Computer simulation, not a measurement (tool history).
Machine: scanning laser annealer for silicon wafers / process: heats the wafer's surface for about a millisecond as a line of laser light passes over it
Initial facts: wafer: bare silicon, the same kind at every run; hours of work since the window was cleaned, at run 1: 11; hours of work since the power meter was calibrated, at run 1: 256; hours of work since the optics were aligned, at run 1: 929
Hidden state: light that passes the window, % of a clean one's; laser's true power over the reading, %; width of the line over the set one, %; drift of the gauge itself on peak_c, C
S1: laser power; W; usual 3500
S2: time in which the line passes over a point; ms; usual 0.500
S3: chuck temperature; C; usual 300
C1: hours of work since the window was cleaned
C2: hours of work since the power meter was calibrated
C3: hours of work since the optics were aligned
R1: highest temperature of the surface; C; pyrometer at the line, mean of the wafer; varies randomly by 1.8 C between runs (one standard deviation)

| run | day | S1 | S2 | S3 | C1 | C2 | C3 | R1 |
|---|---|---|---|---|---|---|---|---|
| 1 | 0.000 | 3500 | 0.500 | 300 | 11 | 256 | 929 | 1074 |
| 2 | 0.542 | 3396 | 0.500 | 300 | 20 | 265 | 938 | 1052 |
| 3 | 1.083 | 3636 | 0.500 | 300 | 29 | 273 | 947 | 1099 |
| 4 | 1.804 | 3636 | 0.500 | 300 | 41 | 285 | 959 | 1100 |
| 5 | 2.396 | 3636 | 0.500 | 300 | 50 | 295 | 968 | 1101 |
| 6 | 3.088 | 3636 | 0.500 | 300 | 61 | 306 | 979 | 1099 |
| 7 | 3.692 | 3500 | 0.500 | 300 | 71 | 316 | 989 | 1070 |
| 8 | 4.479 | 3349 | 0.500 | 300 | 84 | 328 | 1002 | 1034 |
| 9 | 4.904 | 3500 | 0.500 | 300 | 91 | 335 | 1009 | 1069 |
| 10 | 5.504 | 3500 | 0.500 | 300 | 101 | 345 | 1019 | 1068 |
| 11 | 5.912 | 3500 | 0.500 | 300 | 107 | 352 | 1025 | 1067 |
| 12 | 6.271 | 3500 | 0.500 | 300 | 113 | 357 | 1031 | 1067 |
| 13 | 6.625 | 3500 | 0.500 | 300 | 119 | 363 | 1037 | 1070 |
| 14 | 7.079 | 3500 | 0.500 | 300 | 126 | 370 | 1044 | 1069 |
| 15 | 7.829 | 3500 | 0.410 | 261 | 138 | 383 | 1056 | 949 |
| 16 | 8.408 | 3500 | 0.410 | 261 | 148 | 392 | 1066 | 949 |
| 17 | 8.862 | 3070 | 0.559 | 300 | 155 | 399 | 1073 | 1010 |
| 18 | 9.692 | 3668 | 0.360 | 300 | 169 | 413 | 1087 | 972 |
| 19 | 10.183 | 3343 | 0.388 | 296 | 176 | 421 | 1094 | 934 |
| 20 | 10.792 | 3093 | 0.546 | 267 | 186 | 431 | 1104 | 976 |
| 21 | 11.333 | 3093 | 0.546 | 267 | 195 | 439 | 1113 | 974 |
| 22 | 12.092 | 3093 | 0.617 | 275 | 207 | 452 | 1125 | 1035 |

The next listed run, before its measurement:
| 23 | 12.612 | 3093 | 0.617 | 275 | 216 | 460 | 1134 | ? |

{"run 23": {"R1": 1030}}
On a tool with no hidden condition, and with the same random variation, this run would have come out at R1 1043 C.
